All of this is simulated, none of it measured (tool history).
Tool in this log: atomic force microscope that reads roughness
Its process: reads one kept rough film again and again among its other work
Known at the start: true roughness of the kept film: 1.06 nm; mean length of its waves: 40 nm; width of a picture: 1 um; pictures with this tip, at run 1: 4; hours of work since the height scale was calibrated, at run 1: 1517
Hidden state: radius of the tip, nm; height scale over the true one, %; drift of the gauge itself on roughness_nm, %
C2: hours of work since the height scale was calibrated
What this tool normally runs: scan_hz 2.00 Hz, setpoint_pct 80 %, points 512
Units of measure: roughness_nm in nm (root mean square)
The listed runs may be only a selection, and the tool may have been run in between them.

{"run": 1, "hour": 0.0, "scan_hz": 2.0, "setpoint_pct": 80, "points": 512, "pictures with this tip": 4, "C2": 1517, "roughness_nm": 0.888}
{"run": 2, "hour": 38.4, "scan_hz": 2.0, "setpoint_pct": 85, "points": 512, "pictures with this tip": 46, "C2": 1544, "roughness_nm": 0.84}
{"run": 3, "hour": 97.0, "scan_hz": 2.0, "setpoint_pct": 80, "points": 512, "pictures with this tip": 110, "C2": 1587, "roughness_nm": 0.858}
{"hour": 123.0, "done": "new tip fitted"}
{"run": 4, "hour": 172.2, "scan_hz": 2.0, "setpoint_pct": 80, "points": 512, "pictures with this tip": 54, "C2": 1640, "roughness_nm": 0.874}
{"run": 5, "hour": 246.2, "scan_hz": 2.0, "setpoint_pct": 83, "points": 512, "pictures with this tip": 135, "C2": 1694, "roughness_nm": 0.829}
{"hour": 252.6, "done": "new tip fitted"}
{"run": 6, "hour": 305.5, "scan_hz": 2.0, "setpoint_pct": 83, "points": 512, "pictures with this tip": 58, "C2": 1736, "roughness_nm": 0.846}
{"hour": 379.3, "done": "new tip fitted"}
{"run": 7, "hour": 379.3, "scan_hz": 2.0, "setpoint_pct": 83, "points": 512, "pictures with this tip": 0, "C2": 1789, "roughness_nm": 0.864}
{"run": 8, "hour": 419.5, "scan_hz": 2.0, "setpoint_pct": 83, "points": 512, "pictures with this tip": 44, "C2": 1818, "roughness_nm": 0.853}
{"run": 9, "hour": 472.8, "scan_hz": 2.0, "setpoint_pct": 83, "points": 512, "pictures with this tip": 102, "C2": 1856, "roughness_nm": 0.841}
{"hour": 510.3, "done": "new tip fitted"}
{"run": 10, "hour": 528.7, "scan_hz": 2.0, "setpoint_pct": 83, "points": 512, "pictures with this tip": 20, "C2": 1896, "roughness_nm": 0.858}
{"run": 11, "hour": 583.1, "scan_hz": 2.0, "setpoint_pct": 83, "points": 512, "pictures with this tip": 80, "C2": 1935, "roughness_nm": 0.844}
{"run": 12, "hour": 631.0, "scan_hz": 2.0, "setpoint_pct": 83, "points": 512, "pictures with this tip": 132, "C2": 1969, "roughness_nm": 0.83}
{"hour": 638.9, "done": "new tip fitted"}
{"run": 13, "hour": 685.6, "scan_hz": 2.19, "setpoint_pct": 80, "points": 683, "pictures with this tip": 51, "C2": 2008, "roughness_nm": 0.865}
{"run": 14, "hour": 747.1, "scan_hz": 3.56, "setpoint_pct": 80, "points": 831, "pictures with this tip": 118, "C2": 2053, "roughness_nm": 0.765}
{"hour": 764.7, "done": "new tip fitted"}
{"run": 15, "hour": 816.4, "scan_hz": 2.0, "setpoint_pct": 63, "points": 512, "pictures with this tip": 57, "C2": 2102, "roughness_nm": 0.966}
{"hour": 860.8, "done": "height scale calibrated on a step standard"}
{"run": 16, "hour": 860.8, "scan_hz": 2.0, "setpoint_pct": 63, "points": 512, "pictures with this tip": 104, "C2": 0, "roughness_nm": 0.96}
{"hour": 893.4, "done": "new tip fitted"}
{"run": 17, "hour": 935.5, "scan_hz": 2.0, "setpoint_pct": 79, "points": 811, "pictures with this tip": 46, "C2": 53, "roughness_nm": 0.897}
{"run": 18, "hour": 988.1, "scan_hz": 0.88, "setpoint_pct": 80, "points": 558, "pictures with this tip": 104, "C2": 91, "roughness_nm": 0.953}
{"hour": 1022.7, "done": "new tip fitted"}
{"run": 19, "hour": 1051.8, "scan_hz": 1.95, "setpoint_pct": 74, "points": 818, "pictures with this tip": 32, "C2": 137, "roughness_nm": 0.929}
{"run": 20, "hour": 1096.0, "scan_hz": 1.95, "setpoint_pct": 74, "points": 818, "pictures with this tip": 80, "C2": 169, "roughness_nm": 0.918}
{"hour": 1145.0, "done": "height scale calibrated on a step standard, once more"}
{"run": 21, "hour": 1147.9, "scan_hz": 1.95, "setpoint_pct": 74, "points": 818, "pictures with this tip": 136, "C2": 2, "roughness_nm": 0.876}
{"hour": 1155.7, "done": "new tip fitted"}
{"run": 22, "hour": 1223.9, "scan_hz": 1.08, "setpoint_pct": 80, "points": 464, "pictures with this tip": 74, "C2": 56, "roughness_nm": 0.924}
{"run": 23, "hour": 1270.6, "scan_hz": 1.77, "setpoint_pct": 80, "points": 309, "pictures with this tip": 125, "C2": 90, "roughness_nm": 0.853}
{"hour": 1282.5, "done": "new tip fitted"}
{"run": 24, "hour": 1326.4, "scan_hz": 1.77, "setpoint_pct": 80, "points": 309, "pictures with this tip": 48, "C2": 130, "roughness_nm": 0.876}

Results per run with the tool's hidden condition removed, run-to-run variation unchanged:
run=1 roughness_nm=0.880
run=2 roughness_nm=0.842
run=3 roughness_nm=0.878
run=4 roughness_nm=0.877
run=5 roughness_nm=0.852
run=6 roughness_nm=0.850
run=7 roughness_nm=0.853
run=8 roughness_nm=0.853
run=9 roughness_nm=0.854
run=10 roughness_nm=0.852
run=11 roughness_nm=0.853
run=12 roughness_nm=0.852
run=13 roughness_nm=0.869
run=14 roughness_nm=0.783
run=15 roughness_nm=0.969
run=16 roughness_nm=0.968
run=17 roughness_nm=0.887
run=18 roughness_nm=0.958
run=19 roughness_nm=0.918
run=20 roughness_nm=0.921
run=21 roughness_nm=0.918
run=22 roughness_nm=0.946
run=23 roughness_nm=0.887
run=24 roughness_nm=0.890
